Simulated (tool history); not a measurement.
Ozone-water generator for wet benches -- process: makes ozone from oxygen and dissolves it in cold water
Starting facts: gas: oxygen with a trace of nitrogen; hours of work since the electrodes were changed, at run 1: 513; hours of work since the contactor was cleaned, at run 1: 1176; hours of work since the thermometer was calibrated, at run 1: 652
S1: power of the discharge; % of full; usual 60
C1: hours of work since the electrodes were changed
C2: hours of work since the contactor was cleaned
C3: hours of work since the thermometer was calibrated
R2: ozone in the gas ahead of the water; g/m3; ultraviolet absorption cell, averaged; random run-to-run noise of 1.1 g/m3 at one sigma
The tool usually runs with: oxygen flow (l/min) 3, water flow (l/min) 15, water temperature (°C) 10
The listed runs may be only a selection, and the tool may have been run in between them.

Run 1, day 0: usual settings; C1 513; C2 1176; C3 652. Result: dissolved ozone (ppm) 19.5, R2 204.6 g/m3.
Run 2, day 1.096: usual settings but S1 71 % of full; C1 532; C2 1195; C3 671. Result: dissolved ozone (ppm) 22, R2 231.8 g/m3.
Run 3, day 2.433: usual settings; C1 555; C2 1218; C3 694. Result: dissolved ozone (ppm) 19.4, R2 200.3 g/m3.
Run 4, day 3.25: usual settings but oxygen flow (l/min) 1.86; C1 569; C2 1233; C3 708. Result: dissolved ozone (ppm) 16, R2 232.8 g/m3.
Run 5, day 4.346: usual settings; C1 588; C2 1252; C3 727. Result: dissolved ozone (ppm) 19.3, R2 202.3 g/m3.
Run 6, day 5.55: usual settings; C1 609; C2 1273; C3 748. Result: dissolved ozone (ppm) 19.3, R2 201.3 g/m3.
Run 7, day 6.338: usual settings but oxygen flow (l/min) 2.01; C1 623; C2 1286; C3 761. Result: dissolved ozone (ppm) 16.3, R2 229 g/m3.
Run 8, day 7.521: usual settings but oxygen flow (l/min) 2.01; C1 643; C2 1307; C3 782. Result: dissolved ozone (ppm) 16.5, R2 229.7 g/m3.
Run 9, day 8.292: usual settings but S1 44 % of full, oxygen flow (l/min) 4.64, water flow (l/min) 14; C1 657; C2 1320; C3 795. Result: dissolved ozone (ppm) 17.9, R2 136.5 g/m3.
Run 10, day 9.529: usual settings but S1 81 % of full, oxygen flow (l/min) 4.6, water flow (l/min) 14; C1 678; C2 1341; C3 817. Result: dissolved ozone (ppm) 29.6, R2 222.7 g/m3.
Run 11, day 10.717: usual settings but S1 81 % of full, oxygen flow (l/min) 4.6, water flow (l/min) 14; C1 699; C2 1362; C3 837. Result: dissolved ozone (ppm) 29.3, R2 225.6 g/m3.
Run 12, day 11.742: usual settings but S1 67 % of full, oxygen flow (l/min) 4.8, water flow (l/min) 14, water temperature (°C) 14; C1 717; C2 1380; C3 855. Result: dissolved ozone (ppm) 24, R2 190.4 g/m3.
Run 13, day 13.054: usual settings but S1 41 % of full, oxygen flow (l/min) 4.8, water flow (l/min) 14, water temperature (°C) 14; C1 739; C2 1403; C3 878. Result: dissolved ozone (ppm) 16.1, R2 126.7 g/m3.
Run 14, day 13.638: usual settings but S1 41 % of full, oxygen flow (l/min) 2.45, water flow (l/min) 14, water temperature (°C) 14; C1 749; C2 1413; C3 888. Result: dissolved ozone (ppm) 13.5, R2 156.9 g/m3.

Each row is a separate what-if for the run after 14, all from the same tool condition, not one after another. Results?
Run A, day 14.712: usual settings but oxygen flow (l/min) 1.7, water flow (l/min) 16; C1 768; C2 1431; C3 907. Result: dissolved ozone (ppm) ?, R2 ?.
Run B, day 14.712: usual settings but S1 64 % of full, oxygen flow (l/min) 2.45, water flow (l/min) 18, water temperature (°C) 14; C1 768; C2 1431; C3 907. Result: dissolved ozone (ppm) ?, R2 ?.
Run C, day 14.712: usual settings but water flow (l/min) 13; C1 768; C2 1431; C3 907. Result: dissolved ozone (ppm) ?, R2 ?.

run  dissolved ozone (ppm)     R2
  A                   14.1  240.2
  B                   14.9  226.9
  C                   21.7  201.6
Without the tool's hidden state the same runs would have given:
run  dissolved ozone (ppm)     R2
  A                   14.9  247.9
  B                   15.8  234.6
  C                   22.9  208.1
